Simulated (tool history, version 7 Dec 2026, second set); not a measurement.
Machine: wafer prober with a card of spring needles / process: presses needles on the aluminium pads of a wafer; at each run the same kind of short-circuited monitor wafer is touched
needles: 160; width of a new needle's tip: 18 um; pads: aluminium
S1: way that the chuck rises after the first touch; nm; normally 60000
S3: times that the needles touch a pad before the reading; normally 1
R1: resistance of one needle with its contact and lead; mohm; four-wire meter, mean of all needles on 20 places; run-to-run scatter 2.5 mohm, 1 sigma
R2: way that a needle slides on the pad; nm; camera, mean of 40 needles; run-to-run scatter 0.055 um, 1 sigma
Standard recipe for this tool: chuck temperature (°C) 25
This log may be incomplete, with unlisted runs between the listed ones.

run 1 hour=0 | S1=60000 chuck_temperature_(°C)=25 S3=1 | R1=283 R2=11440
-- hour=2.7 tips cleaned on abrasive film
run 2 hour=7.2 | S1=60000 chuck_temperature_(°C)=31 S3=1 | R1=283 R2=11510
-- hour=14.7 tips cleaned on abrasive film
run 3 hour=16 | S1=60000 chuck_temperature_(°C)=25 S3=1 | R1=282 R2=11570
run 4 hour=20.3 | S1=60000 chuck_temperature_(°C)=25 S3=1 | R1=280 R2=11460
-- hour=26.6 tips cleaned on abrasive film
run 5 hour=28.6 | S1=60000 chuck_temperature_(°C)=25 S3=1 | R1=284 R2=11520
run 6 hour=32.3 | S1=60000 chuck_temperature_(°C)=25 S3=1 | R1=278 R2=11460
-- hour=38.2 tips cleaned on abrasive film
run 7 hour=41.1 | S1=60000 chuck_temperature_(°C)=25 S3=1 | R1=279 R2=11500
run 8 hour=45.8 | S1=60000 chuck_temperature_(°C)=25 S3=1 | R1=282 R2=11580
-- hour=49.8 tips cleaned on abrasive film
run 9 hour=54.5 | S1=60000 chuck_temperature_(°C)=25 S3=1 | R1=286 R2=11670
run 10 hour=59.5 | S1=66000 chuck_temperature_(°C)=30 S3=3 | R1=281 R2=12710
-- hour=61.6 tips cleaned on abrasive film
run 11 hour=68.5 | S1=66000 chuck_temperature_(°C)=30 S3=3 | R1=283 R2=12800
-- hour=73.6 tips cleaned on abrasive film
run 12 hour=74.7 | S1=66000 chuck_temperature_(°C)=30 S3=3 | R1=277 R2=12870
run 13 hour=80.6 | S1=66000 chuck_temperature_(°C)=30 S3=3 | R1=277 R2=12840
-- hour=85.3 tips cleaned on abrasive film
run 14 hour=89.3 | S1=44000 chuck_temperature_(°C)=105 S3=1 | R1=319 R2=8550
-- hour=93.2 gauge calibrated
run 15 hour=96.3 | S1=46000 chuck_temperature_(°C)=25 S3=1 | R1=287 R2=8790
-- hour=97.2 tips cleaned on abrasive film
run 16 hour=100.6 | S1=51000 chuck_temperature_(°C)=25 S3=3 | R1=281 R2=9760
run 17 hour=107.6 | S1=62000 chuck_temperature_(°C)=34 S3=3 | R1=282 R2=11890
-- hour=109 tips cleaned on abrasive film
run 18 hour=112.8 | S1=62000 chuck_temperature_(°C)=34 S3=3 | R1=280 R2=11860

Here are 5 independent what-if runs from the current tool condition. What would each one return?
run A hour=117.5 | S1=77000 chuck_temperature_(°C)=41 S3=2 | R1=? R2=?
run B hour=117.5 | S1=40000 chuck_temperature_(°C)=25 S3=2 | R1=? R2=?
run C hour=117.5 | S1=60000 chuck_temperature_(°C)=97 S3=1 | R1=? R2=?
run D hour=117.5 | S1=62000 chuck_temperature_(°C)=34 S3=2 | R1=? R2=?
run E hour=117.5 | S1=62000 chuck_temperature_(°C)=102 S3=3 | R1=? R2=?

run=A R1=281 R2=14800
run=B R1=292 R2=7740
run=C R1=305 R2=11500
run=D R1=283 R2=11900
run=E R1=309 R2=11860
Without the tool's hidden state the same runs would have given:
run=A R1=281 R2=14710
run=B R1=291 R2=7690
run=C R1=305 R2=11430
run=D R1=283 R2=11830
run=E R1=308 R2=11780
